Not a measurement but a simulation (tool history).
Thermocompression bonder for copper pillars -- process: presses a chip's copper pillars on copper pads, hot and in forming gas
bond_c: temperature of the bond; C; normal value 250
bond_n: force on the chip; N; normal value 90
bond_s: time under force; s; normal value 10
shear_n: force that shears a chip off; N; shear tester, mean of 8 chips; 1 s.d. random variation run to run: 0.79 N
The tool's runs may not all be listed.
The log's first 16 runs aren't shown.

{"run": 17, "hour": 143.2, "bond_c": 250, "bond_n": 90, "bond_s": 10, "shear_n": 75.7}
{"run": 18, "hour": 149.9, "bond_c": 250, "bond_n": 133, "bond_s": 10, "shear_n": 90.3}
{"run": 19, "hour": 160.7, "bond_c": 250, "bond_n": 90, "bond_s": 10, "shear_n": 75.2}
{"run": 20, "hour": 172.7, "bond_c": 250, "bond_n": 90, "bond_s": 10, "shear_n": 75.6}
{"run": 21, "hour": 178.4, "bond_c": 250, "bond_n": 90, "bond_s": 10, "shear_n": 75.0}
{"run": 22, "hour": 189.2, "bond_c": 252, "bond_n": 61, "bond_s": 5, "shear_n": 47.2}
{"run": 23, "hour": 194.7, "bond_c": 252, "bond_n": 61, "bond_s": 5, "shear_n": 45.8}
{"run": 24, "hour": 205.2, "bond_c": 252, "bond_n": 61, "bond_s": 5, "shear_n": 48.0}
{"run": 25, "hour": 212.5, "bond_c": 272, "bond_n": 90, "bond_s": 7, "shear_n": 83.4}
{"run": 26, "hour": 220.7, "bond_c": 228, "bond_n": 90, "bond_s": 21, "shear_n": 75.0}
{"run": 27, "hour": 227.8, "bond_c": 274, "bond_n": 120, "bond_s": 10, "shear_n": 103.4}
{"run": 28, "hour": 233.0, "bond_c": 274, "bond_n": 120, "bond_s": 10, "shear_n": 102.6}
{"run": 29, "hour": 239.4, "bond_c": 274, "bond_n": 120, "bond_s": 10, "shear_n": 101.8}
{"run": 30, "hour": 246.2, "bond_c": 222, "bond_n": 78, "bond_s": 8, "shear_n": 44.9}
{"run": 31, "hour": 256.3, "bond_c": 250, "bond_n": 56, "bond_s": 8, "shear_n": 50.5}
{"run": 32, "hour": 264.2, "bond_c": 253, "bond_n": 65, "bond_s": 21, "shear_n": 79.3}
{"run": 33, "hour": 274.1, "bond_c": 242, "bond_n": 83, "bond_s": 21, "shear_n": 82.3}
{"run": 34, "hour": 280.3, "bond_c": 242, "bond_n": 83, "bond_s": 21, "shear_n": 82.4}
{"run": 35, "hour": 287.5, "bond_c": 242, "bond_n": 83, "bond_s": 21, "shear_n": 83.0}
{"run": 36, "hour": 295.9, "bond_c": 272, "bond_n": 90, "bond_s": 18, "shear_n": 101.1}
{"run": 37, "hour": 301.8, "bond_c": 255, "bond_n": 79, "bond_s": 18, "shear_n": 87.0}
{"run": 38, "hour": 307.8, "bond_c": 234, "bond_n": 127, "bond_s": 18, "shear_n": 89.6}
{"run": 39, "hour": 320.1, "bond_c": 250, "bond_n": 130, "bond_s": 10, "shear_n": 90.3}
{"run": 40, "hour": 328.8, "bond_c": 250, "bond_n": 70, "bond_s": 10, "shear_n": 65.1}
{"hour": 335.7, "done": "forming gas filter changed"}
{"run": 41, "hour": 341.6, "bond_c": 250, "bond_n": 70, "bond_s": 10, "shear_n": 66.9}

Here are 3 independent what-if runs from the current tool condition. What would each one return?
{"run": "A", "hour": 353.9, "bond_c": 258, "bond_n": 132, "bond_s": 19, "shear_n": "?"}
{"run": "B", "hour": 353.9, "bond_c": 250, "bond_n": 109, "bond_s": 12, "shear_n": "?"}
{"run": "C", "hour": 353.9, "bond_c": 274, "bond_n": 96, "bond_s": 10, "shear_n": "?"}

run=A shear_n=109.9
run=B shear_n=90.6
run=C shear_n=97.9
With the hidden condition removed and each run's random variation left untouched, the same runs would have given:
run=A shear_n=107.3
run=B shear_n=86.8
run=C shear_n=94.7
